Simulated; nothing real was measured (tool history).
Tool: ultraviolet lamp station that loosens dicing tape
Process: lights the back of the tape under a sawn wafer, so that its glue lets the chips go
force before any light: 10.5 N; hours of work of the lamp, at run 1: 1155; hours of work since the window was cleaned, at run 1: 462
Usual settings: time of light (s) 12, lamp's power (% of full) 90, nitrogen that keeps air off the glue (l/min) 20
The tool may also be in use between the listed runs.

run	hour	time of light (s)	lamp's power (% of full)	nitrogen that keeps air off the glue (l/min)	hours of work of the lamp	hours of work since the window was cleaned	force that peels the tape off (N)	light that reached the tape (mJ/cm²)
1	0	12	90	20	1155	462	0.554	614
2	51.5	12	90	20	1191	498	0.583	612
# hour 70.4: window cleaned of glue's vapour
3	107	12	90	20	1229	25	0.579	607
4	149	12	90	15	1258	55	0.756	606
5	190.1	12	90	20	1287	83	0.583	603
6	236.9	7	90	20	1319	116	1.864	355
7	278	24	90	20	1348	144	0.066	1214
8	304.5	24	90	20	1366	163	0.078	1195
9	328	24	69	20	1383	179	0.159	928
10	372.9	8	69	20	1414	210	2.262	309
11	402.4	6	90	20	1435	231	2.367	299
# hour 436.4: lamp changed
12	450	6	90	10	9	263	3.258	300
13	489	12	90	20	37	290	0.557	601
14	540.7	12	90	20	73	326	0.561	594
15	583	12	90	20	102	356	0.556	596
16	617	12	90	20	126	379	0.585	593
# hour 641.1: gauge calibrated
17	666.1	12	69	20	160	413	1.092	468
18	698.5	12	69	20	182	436	1.089	467
19	721.5	12	69	20	198	452	1.075	462
20	748.7	12	62	20	217	471	1.388	419
21	788.8	12	62	20	245	499	1.4	419
# hour 807.1: window cleaned of glue's vapour
22	839.6	12	62	16	280	23	1.615	421
23	895.1	12	62	16	319	61	1.59	418
24	946.5	12	83	7	354	97	1.576	557
25	974.1	13	64	38	373	116	0.713	463
26	1002.6	21	97	33	393	136	0.065	1136
27	1031.3	8	90	20	413	156	1.442	401
28	1058.4	9	90	20	432	175	1.16	451
29	1113.3	23	99	8	470	213	0.152	1266
30	1138.6	6	83	10	488	230	3.612	276
31	1176	10	88	15	514	256	1.151	483
32	1209.8	8	62	20	537	280	2.72	275
33	1260.8	7	90	20	573	315	1.885	347
34	1290.2	17	90	20	593	336	0.201	840
35	1325	19	99	30	617	360	0.083	1028
36	1361.1	12	64	8	642	385	2.25	423
37	1386.1	16	90	8	660	402	0.607	788
38	1422.4	14	90	40	685	428	0.198	691
39	1477.6	14	76	14	723	466	0.844	579
40	1516	14	76	14	750	493	0.827	571
41	1539.1	23	66	8	766	509	0.519	820
# hour 1544: window cleaned of glue's vapour
42	1583	11	72	9	796	27	1.991	421

Some steps in force that peels the tape off (N) between neighbouring runs. How much of each would the tool show without its hidden state too (settings, what came in, random variation), and how much is left for the hidden state, with any gauge scatter that isn't in both results?
The hidden state here: lamp's light, % of a new lamp's; light that the window lets through, % of a clean one's; drift of the gauge itself on peel_n, %; drift of the gauge itself on dose_mj_cm2, %.
Run 6 -> 7: time of light (s) 7 -> 24. force that peels the tape off (N) -1.798: hidden state -0.008, all else -1.79.
Run 9 -> 10: time of light (s) 24 -> 8. force that peels the tape off (N) +2.103: hidden state +0.01, all else +2.093.
Run 11 -> 12: nitrogen that keeps air off the glue (l/min) 20 -> 10, lamp changed. force that peels the tape off (N) +0.891: hidden state -0.01, all else +0.901.
Run 12 -> 13: time of light (s) 6 -> 12, nitrogen that keeps air off the glue (l/min) 10 -> 20. force that peels the tape off (N) -2.701: hidden state -0.001, all else -2.7.
Run 29 -> 30: time of light (s) 23 -> 6, lamp's power (% of full) 99 -> 83, nitrogen that keeps air off the glue (l/min) 8 -> 10. force that peels the tape off (N) +3.46: hidden state +0.005, all else +3.455.
Run 30 -> 31: time of light (s) 6 -> 10, lamp's power (% of full) 83 -> 88, nitrogen that keeps air off the glue (l/min) 10 -> 15. force that peels the tape off (N) -2.461: hidden state -0.002, all else -2.459.

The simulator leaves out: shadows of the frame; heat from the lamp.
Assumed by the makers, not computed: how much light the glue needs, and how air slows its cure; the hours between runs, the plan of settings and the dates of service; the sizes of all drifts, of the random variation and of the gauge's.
